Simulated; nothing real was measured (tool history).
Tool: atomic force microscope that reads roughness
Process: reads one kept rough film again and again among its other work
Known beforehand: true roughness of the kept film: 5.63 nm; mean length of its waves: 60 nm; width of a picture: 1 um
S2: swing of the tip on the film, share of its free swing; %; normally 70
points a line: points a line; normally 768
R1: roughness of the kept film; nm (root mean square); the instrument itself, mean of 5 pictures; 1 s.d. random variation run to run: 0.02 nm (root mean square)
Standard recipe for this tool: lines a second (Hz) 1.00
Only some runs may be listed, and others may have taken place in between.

{"run": 1, "hour": 0.0, "lines a second (Hz)": 1.0, "S2": 70, "points a line": 768, "R1": 4.875}
{"run": 2, "hour": 24.0, "lines a second (Hz)": 1.0, "S2": 70, "points a line": 768, "R1": 4.793}
{"run": 3, "hour": 47.8, "lines a second (Hz)": 1.0, "S2": 70, "points a line": 768, "R1": 4.799}
{"run": 4, "hour": 67.0, "lines a second (Hz)": 1.0, "S2": 70, "points a line": 768, "R1": 4.733}
{"run": 5, "hour": 79.6, "lines a second (Hz)": 1.0, "S2": 70, "points a line": 768, "R1": 4.755}
{"run": 6, "hour": 95.9, "lines a second (Hz)": 1.0, "S2": 70, "points a line": 768, "R1": 4.652}
{"run": 7, "hour": 120.5, "lines a second (Hz)": 1.0, "S2": 70, "points a line": 768, "R1": 4.618}
{"run": 8, "hour": 145.0, "lines a second (Hz)": 1.0, "S2": 70, "points a line": 768, "R1": 4.554}
{"run": 9, "hour": 163.4, "lines a second (Hz)": 1.0, "S2": 70, "points a line": 768, "R1": 4.495}
{"run": 10, "hour": 174.3, "lines a second (Hz)": 1.0, "S2": 70, "points a line": 768, "R1": 4.503}
{"hour": 184.1, "done": "new tip fitted"}
{"run": 11, "hour": 191.4, "lines a second (Hz)": 1.0, "S2": 70, "points a line": 768, "R1": 4.961}
{"run": 12, "hour": 206.9, "lines a second (Hz)": 1.0, "S2": 70, "points a line": 768, "R1": 4.974}
{"run": 13, "hour": 229.0, "lines a second (Hz)": 1.0, "S2": 70, "points a line": 768, "R1": 4.898}
{"run": 14, "hour": 242.0, "lines a second (Hz)": 1.0, "S2": 70, "points a line": 876, "R1": 4.879}
{"run": 15, "hour": 260.3, "lines a second (Hz)": 1.0, "S2": 83, "points a line": 768, "R1": 4.56}
{"run": 16, "hour": 273.9, "lines a second (Hz)": 1.0, "S2": 69, "points a line": 284, "R1": 4.775}
{"run": 17, "hour": 294.2, "lines a second (Hz)": 1.0, "S2": 69, "points a line": 284, "R1": 4.762}
{"run": 18, "hour": 309.1, "lines a second (Hz)": 2.06, "S2": 55, "points a line": 356, "R1": 4.755}
{"run": 19, "hour": 325.7, "lines a second (Hz)": 1.69, "S2": 70, "points a line": 768, "R1": 4.446}

Run 20 has not been measured yet. What should we expect?
{"run": 20, "hour": 344.3, "lines a second (Hz)": 1.69, "S2": 70, "points a line": 768, "R1": "?"}

{"run 20": {"R1": 4.417}}
Were there no unlogged condition in the tool, this run, its random variation unchanged, would have produced R1 4.750 nm (root mean square).
